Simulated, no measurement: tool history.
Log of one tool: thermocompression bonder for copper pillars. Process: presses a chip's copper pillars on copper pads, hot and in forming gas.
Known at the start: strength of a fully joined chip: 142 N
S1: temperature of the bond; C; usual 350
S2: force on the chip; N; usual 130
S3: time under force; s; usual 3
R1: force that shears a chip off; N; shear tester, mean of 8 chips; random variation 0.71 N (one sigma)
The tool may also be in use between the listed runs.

| run | day | S1 | S2 | S3 | R1 |
|---|---|---|---|---|---|
| 1 | 0 | 350 | 130 | 3 | 73.9 |
| 2 | 2.892 | 350 | 130 | 3 | 74.2 |
| 3 | 5.867 | 350 | 130 | 3 | 73.6 |
| 4 | 9.05 | 350 | 130 | 2 | 63.4 |
| 5 | 12.962 | 350 | 130 | 2 | 65.6 |
| 6 | 16.029 | 350 | 130 | 2 | 62.7 |
|  | 17.025 | forming gas filter changed |
| 7 | 18.692 | 330 | 130 | 3 | 66.1 |
|  | 21.333 | heater calibrated with a thermocouple chip |
| 8 | 22.183 | 330 | 130 | 3 | 61.7 |
| 9 | 24.867 | 330 | 130 | 3 | 62.2 |
| 10 | 28.438 | 348 | 138 | 6 | 93.4 |
| 11 | 31.1 | 348 | 138 | 6 | 92.2 |
|  | 34.175 | forming gas filter changed |
| 12 | 34.521 | 348 | 138 | 6 | 95.5 |
| 13 | 38.042 | 354 | 105 | 5 | 78.7 |
| 14 | 42.046 | 354 | 105 | 5 | 77.6 |

3 ways to go on from here, each from the tool as it stands after run 14. What would each give?
| A | 45.504 | 365 | 166 | 4 | ? |
| B | 45.504 | 360 | 105 | 5 | ? |
| C | 45.504 | 375 | 130 | 3 | ? |

| run | R1 |
|---|---|
| A | 102.4 |
| B | 81.4 |
| C | 86.8 |
Without the tool's hidden state the same runs would have given:
| run | R1 |
|---|---|
| A | 99.7 |
| B | 78 |
| C | 83.7 |

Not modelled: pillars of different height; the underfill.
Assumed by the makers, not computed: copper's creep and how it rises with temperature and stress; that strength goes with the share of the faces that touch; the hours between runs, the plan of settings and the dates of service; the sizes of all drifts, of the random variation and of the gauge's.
